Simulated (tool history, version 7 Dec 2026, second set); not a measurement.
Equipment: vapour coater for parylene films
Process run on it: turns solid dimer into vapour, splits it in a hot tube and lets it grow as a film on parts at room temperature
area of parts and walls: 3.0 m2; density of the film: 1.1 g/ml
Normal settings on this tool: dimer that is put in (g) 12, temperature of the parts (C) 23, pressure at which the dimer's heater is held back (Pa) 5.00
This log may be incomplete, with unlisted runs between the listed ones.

run   hour  dimer that is put in (g)  temperature of the parts (C)  pressure at which the dimer's heater is held back (Pa)  thickness of the film (µm)
  1    0.0                        12                            23                                                    5.00                        2.56
  2   11.9                        17                            23                                                    5.00                        3.65
  3   32.4                        12                            23                                                    5.00                        2.55
  4   52.6                        12                            23                                                    5.00                        2.52
  5   67.8                        12                            23                                                    5.00                        2.55
  6   87.0                        12                            23                                                    5.00                        2.55
  7  107.9                        12                            23                                                    5.00                        2.53
  8  124.1                        12                            23                                                    5.00                        2.55
  9  138.4                        12                            23                                                    5.00                        2.54
 10  156.9                        12                            23                                                    3.19                        2.77
 11  168.1                        12                            24                                                    5.00                        2.48
 12  189.5                        12                            19                                                    3.46                        2.98
 13  201.1                        12                            17                                                    3.79                        3.10
 14  213.0                        12                            17                                                    3.79                        3.09
 15  223.1                        12                            17                                                    3.79                        3.10
 16  232.0                        12                            17                                                    3.79                        3.09
 17  251.3                        12                            17                                                    3.79                        3.10
 18  264.6                        15                            25                                                    7.53                        2.84
 19  274.4                        15                            25                                                    7.53                        2.86
 20  292.7                        15                            21                                                    7.53                        3.12
 21  310.3                         9                            29                                                    4.44                        1.69

Missing from the log above: 1 entry noted between runs. For each, name the pair of listed runs it sits between and say how the tool's hidden condition differs from the listed run just before to the listed run just after:
After run 7, before run 8: trap's valve overhauled (hour 124.1)
  vapour lost through the trap's worn valve, %: 0.3 -> 0
